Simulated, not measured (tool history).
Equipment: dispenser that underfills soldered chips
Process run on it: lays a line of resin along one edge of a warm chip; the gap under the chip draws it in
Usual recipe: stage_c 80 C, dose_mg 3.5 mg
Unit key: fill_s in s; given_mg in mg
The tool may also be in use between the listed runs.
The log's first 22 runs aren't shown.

run	hour	stage_c	dose_mg	hours of work since the syringe was changed	hours of work since the valve was cleaned	hours of work since the stage was calibrated	fill_s	given_mg
23	76.9	66	3.94	2	98	102	22.2	3.81
24	81.2	66	3.94	5	101	105	27	3.69
# hour 84.3: new syringe of resin
25	86.4	84	3.03	1	104	108	13.5	2.88
26	90.3	91	3.76	4	106	111	12.4	3.53
# hour 94.4: new syringe of resin
27	95.3	91	3.97	1	109	114	10.1	3.77
28	100.4	88	3.8	4	112	117	13.1	3.59
29	102.8	66	3.33	5	114	118	27.8	3.11
# hour 104.5: new syringe of resin
30	106.2	66	3.33	1	116	120	21.2	3.09
31	108.5	66	3.33	3	117	122	23.2	3.11
32	110.8	86	3.62	4	119	123	14.6	3.36
# hour 114.8: new syringe of resin
33	115.1	86	3.62	0	121	126	11	3.42
34	117.4	80	4.34	2	123	127	13.8	4.1
35	120.9	79	3.46	4	125	130	17.4	3.26

Consider 5 possible next runs. They are alternatives, not a sequence: every one starts from the tool as it was left by run 35. What does each give?
# hour 124.9: new syringe of resin
A	125.9	79	3.28	1	128	133	?	?
# hour 124.9: new syringe of resin
B	125.9	78	3.46	1	128	133	?	?
# hour 124.9: new syringe of resin
C	125.9	85	3.46	1	128	133	?	?
# hour 124.9: new syringe of resin
D	125.9	79	3.43	1	128	133	?	?
# hour 124.9: new syringe of resin
E	125.9	82	3.83	1	128	133	?	?

run	fill_s	given_mg
A	14.1	3.04
B	14.1	3.26
C	12	3.24
D	13.8	3.12
E	12.6	3.65
Take away the tool's hidden state, keep each run's random variation, and the runs would have read:
run	fill_s	given_mg
A	13.1	3.26
B	13.1	3.49
C	11.2	3.48
D	12.9	3.35
E	11.8	3.91
